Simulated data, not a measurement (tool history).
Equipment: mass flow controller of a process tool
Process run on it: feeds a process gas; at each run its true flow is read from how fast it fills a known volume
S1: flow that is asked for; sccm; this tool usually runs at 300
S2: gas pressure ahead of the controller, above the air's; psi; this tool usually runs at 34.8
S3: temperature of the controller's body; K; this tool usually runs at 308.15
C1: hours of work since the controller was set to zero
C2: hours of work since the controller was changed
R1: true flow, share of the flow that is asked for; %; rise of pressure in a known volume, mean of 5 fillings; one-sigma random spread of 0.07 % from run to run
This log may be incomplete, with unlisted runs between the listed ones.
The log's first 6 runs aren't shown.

| run | hour | S1 | S2 | S3 | C1 | C2 | R1 |
|---|---|---|---|---|---|---|---|
| 7 | 463.1 | 300 | 34.8 | 299.15 | 2077 | 2077 | 97.75 |
| 8 | 525.1 | 300 | 34.8 | 308.15 | 2123 | 2123 | 96.75 |
| 9 | 629.9 | 300 | 34.8 | 308.15 | 2202 | 2202 | 96.65 |
| 10 | 684.4 | 300 | 34.8 | 308.15 | 2242 | 2242 | 96.64 |
| 11 | 756.4 | 300 | 34.8 | 308.15 | 2296 | 2296 | 96.68 |
| 12 | 856.2 | 300 | 34.8 | 308.15 | 2370 | 2370 | 96.72 |
| 13 | 938.8 | 300 | 34.8 | 308.15 | 2432 | 2432 | 96.72 |
| 14 | 997.4 | 300 | 34.8 | 308.15 | 2476 | 2476 | 96.64 |
| 15 | 1081.7 | 300 | 34.8 | 308.15 | 2539 | 2539 | 96.74 |
| 16 | 1137 | 300 | 34.8 | 308.15 | 2580 | 2580 | 96.76 |
| 17 | 1203.2 | 300 | 34.8 | 308.15 | 2629 | 2629 | 96.77 |
| 18 | 1274.4 | 300 | 34.8 | 308.15 | 2683 | 2683 | 96.72 |
| 19 | 1326.1 | 300 | 34.8 | 308.15 | 2721 | 2721 | 96.86 |
| 20 | 1395.7 | 300 | 31 | 308.15 | 2773 | 2773 | 96.88 |
| 21 | 1507.4 | 300 | 31 | 308.15 | 2856 | 2856 | 96.87 |
| 22 | 1580.8 | 659 | 34.8 | 307.15 | 2911 | 2911 | 97.74 |

Run 23 comes next. What will it give?
| 23 | 1640.7 | 621 | 26.7 | 299.15 | 2956 | 2956 | ? |

Run 23 produced R1 98.92 %.
If the tool had no hidden condition, the same run with the same run-to-run variation would have returned R1 98.92 %.
